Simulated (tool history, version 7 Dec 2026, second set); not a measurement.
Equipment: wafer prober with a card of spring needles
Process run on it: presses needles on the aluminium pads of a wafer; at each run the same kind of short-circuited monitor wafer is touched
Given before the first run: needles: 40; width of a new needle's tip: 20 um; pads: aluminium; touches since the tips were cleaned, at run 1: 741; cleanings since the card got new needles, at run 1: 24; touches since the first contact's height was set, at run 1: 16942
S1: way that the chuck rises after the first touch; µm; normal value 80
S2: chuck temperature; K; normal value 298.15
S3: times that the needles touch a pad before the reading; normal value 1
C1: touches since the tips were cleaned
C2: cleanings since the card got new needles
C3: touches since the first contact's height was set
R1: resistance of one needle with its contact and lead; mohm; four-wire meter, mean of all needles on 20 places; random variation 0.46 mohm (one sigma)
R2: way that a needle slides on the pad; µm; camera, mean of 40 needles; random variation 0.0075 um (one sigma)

run,hour,S1,S2,S3,C1,C2,C3,R1,R2
1,0,80,298.15,1,741,24,16942,245.9,13.639
# hour 10.5: tips cleaned on abrasive film
# hour 22.6: tips cleaned on abrasive film
2,25.4,80,298.15,2,1240,26,28128,245.7,13.625
# hour 34.2: tips cleaned on abrasive film
# hour 45.7: tips cleaned on abrasive film
3,48.5,80,298.15,2,1255,28,38326,245.5,13.589
# hour 58.5: tips cleaned on abrasive film
# hour 70.8: tips cleaned on abrasive film
4,74.4,70,298.15,1,1595,30,49735,249.6,11.889
# hour 82.9: tips cleaned on abrasive film
# hour 96: tips cleaned on abrasive film
5,103.4,69,298.15,1,3312,32,62516,253.2,11.7
# hour 107.8: tips cleaned on abrasive film
# hour 119.4: tips cleaned on abrasive film, once more
6,123.6,69,298.15,1,1849,34,71375,252.1,11.686
# hour 132.9: tips cleaned on abrasive film
# hour 145.4: tips cleaned on abrasive film
7,152.9,69,298.15,1,3315,36,84303,252.8,11.672
# hour 157.4: tips cleaned on abrasive film
# hour 169.4: tips cleaned on abrasive film
8,176,69,298.15,1,2928,38,94473,252.7,11.654
# hour 181.7: tips cleaned on abrasive film
# hour 193.7: tips cleaned on abrasive film
9,197.4,80,298.15,2,1666,40,103922,246.7,13.515
# hour 205.7: tips cleaned on abrasive film
10,216.8,80,303.15,1,4919,41,112458,252.8,13.502
# hour 219.7: tips cleaned on abrasive film
# hour 232.8: tips cleaned on abrasive film
11,239.8,80,303.15,1,3087,43,122583,251.8,13.487
# hour 246.1: tips cleaned on abrasive film
# hour 257.1: height of the first contact set anew
# hour 259.6: tips cleaned on abrasive film
12,269.8,79,303.15,1,4556,45,5615,252.8,13.459
# hour 272.1: tips cleaned on abrasive film
# hour 283.7: tips cleaned on abrasive film
13,294.4,79,303.15,1,4757,47,16470,253.6,13.457
# hour 296.1: tips cleaned on abrasive film
# hour 308.7: tips cleaned on abrasive film
14,313.4,79,303.15,1,2092,49,24791,251.3,13.435
# hour 321.1: tips cleaned on abrasive film
# hour 333.2: tips cleaned on abrasive film
15,334.6,83,298.15,1,634,51,34136,245.9,14.111
# hour 345.2: tips cleaned on abrasive film
16,354.2,80,298.15,3,3998,52,42783,246.3,13.583
# hour 358.7: tips cleaned on abrasive film
# hour 371.6: tips cleaned on abrasive film
17,380.1,80,397.15,2,3756,54,54186,273.2,13.568
# hour 382.9: tips cleaned on abrasive film
# hour 395.3: tips cleaned on abrasive film
18,403.7,80,298.15,2,3728,56,64577,248.3,13.548
# hour 408.1: tips cleaned on abrasive film
# hour 420.3: tips cleaned on abrasive film
19,420.3,64,298.15,1,0,58,71891,247.3,10.813
# hour 432.6: tips cleaned on abrasive film
20,432.7,64,298.15,1,47,59,77339,246.4,10.796
# hour 444.9: tips cleaned on abrasive film
21,445.3,81,298.15,2,179,60,82870,244,13.715
# hour 456.8: tips cleaned on abrasive film
22,467.1,80,299.15,1,4577,61,92537,252.2,13.517
# hour 470: tips cleaned on abrasive film
# hour 481.8: tips cleaned on abrasive film
23,482.1,80,332.15,1,131,63,99088,253.8,13.499
# hour 494.4: tips cleaned on abrasive film
24,494.8,61,368.15,2,194,64,104719,266.1,10.267
# hour 507.7: tips cleaned on abrasive film
25,510.1,60,368.15,2,1031,65,111430,268.2,10.067
# hour 519.4: tips cleaned on abrasive film
# hour 532.6: tips cleaned on abrasive film
26,537.8,60,368.15,2,2328,67,123677,271,10.057
# hour 546.1: tips cleaned on abrasive film
# hour 552.2: height of the first contact set anew
# hour 558.7: tips cleaned on abrasive film
27,564.6,60,350.15,1,2597,69,5464,268.7,10.234
# hour 572.1: tips cleaned on abrasive film
# hour 583.8: tips cleaned on abrasive film
28,583.8,84,313.15,1,0,71,13893,247.4,14.307
# hour 597.2: tips cleaned on abrasive film
# hour 608.7: tips cleaned on abrasive film
29,608.7,84,313.15,1,0,73,24885,248.2,14.294
# hour 621.8: tips cleaned on abrasive film
30,624.5,80,323.15,1,1210,74,31856,253.1,13.604

What if the next run were any one of these 4? Each begins from the tool's condition after run 30:
# hour 635.1: tips cleaned on abrasive film
# hour 646.7: tips cleaned on abrasive film
A,648.6,85,299.15,1,823,76,42442,?,?
# hour 635.1: tips cleaned on abrasive film
# hour 646.7: tips cleaned on abrasive film
B,648.6,65,298.15,1,823,76,42442,?,?
# hour 635.1: tips cleaned on abrasive film
# hour 646.7: tips cleaned on abrasive film
C,648.6,80,310.15,1,823,76,42442,?,?
# hour 635.1: tips cleaned on abrasive film
# hour 646.7: tips cleaned on abrasive film
D,648.6,80,323.15,2,823,76,42442,?,?

run,R1,R2
A,246.7,14.427
B,250.4,11.021
C,250.6,13.587
D,252.2,13.582
What these runs would have given with no unlogged condition in the tool:
run,R1,R2
A,243.2,14.491
B,244.9,11.084
C,246.7,13.65
D,249.7,13.646
